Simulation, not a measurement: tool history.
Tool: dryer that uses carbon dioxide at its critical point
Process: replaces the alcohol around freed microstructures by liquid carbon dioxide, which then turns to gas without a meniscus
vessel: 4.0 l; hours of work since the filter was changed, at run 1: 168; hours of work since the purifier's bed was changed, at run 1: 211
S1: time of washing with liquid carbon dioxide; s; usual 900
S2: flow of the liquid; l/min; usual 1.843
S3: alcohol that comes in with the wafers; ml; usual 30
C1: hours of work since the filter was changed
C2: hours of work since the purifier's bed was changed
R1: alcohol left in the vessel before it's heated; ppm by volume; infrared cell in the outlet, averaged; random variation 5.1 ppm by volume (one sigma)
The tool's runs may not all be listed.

Run 1, hour 0: usual settings; C1 168; C2 211. Result: R1 97 ppm by volume.
Run 2, hour 44.1: usual settings but S1 600 s; C1 182; C2 225. Result: R1 396 ppm by volume.
Run 3, hour 91: usual settings but S1 600 s; C1 197; C2 239. Result: R1 411 ppm by volume.
Run 4, hour 131.4: usual settings but S1 600 s; C1 209; C2 252. Result: R1 429 ppm by volume.
Run 5, hour 154: usual settings but S1 600 s; C1 216; C2 259. Result: R1 415 ppm by volume.
Run 6, hour 200.7: usual settings; C1 230; C2 273. Result: R1 109 ppm by volume.
Run 7, hour 244.1: usual settings; C1 244; C2 287. Result: R1 118 ppm by volume.
Run 8, hour 269.5: usual settings but S2 3.06 l/min; C1 252; C2 294. Result: R1 26 ppm by volume.
Run 9, hour 308: usual settings but S1 1080 s, S2 2.57 l/min, S3 110 ml; C1 264; C2 306. Result: R1 41 ppm by volume.

Forecast run 10:
Run 10, hour 342.4: usual settings but S1 660 s, S2 1.5 l/min, S3 25 ml; C1 274; C2 317. Result: R1 ?.

Run 10 gave R1 562 ppm by volume.
Without the tool's hidden state the same run would have given R1 343 ppm by volume.
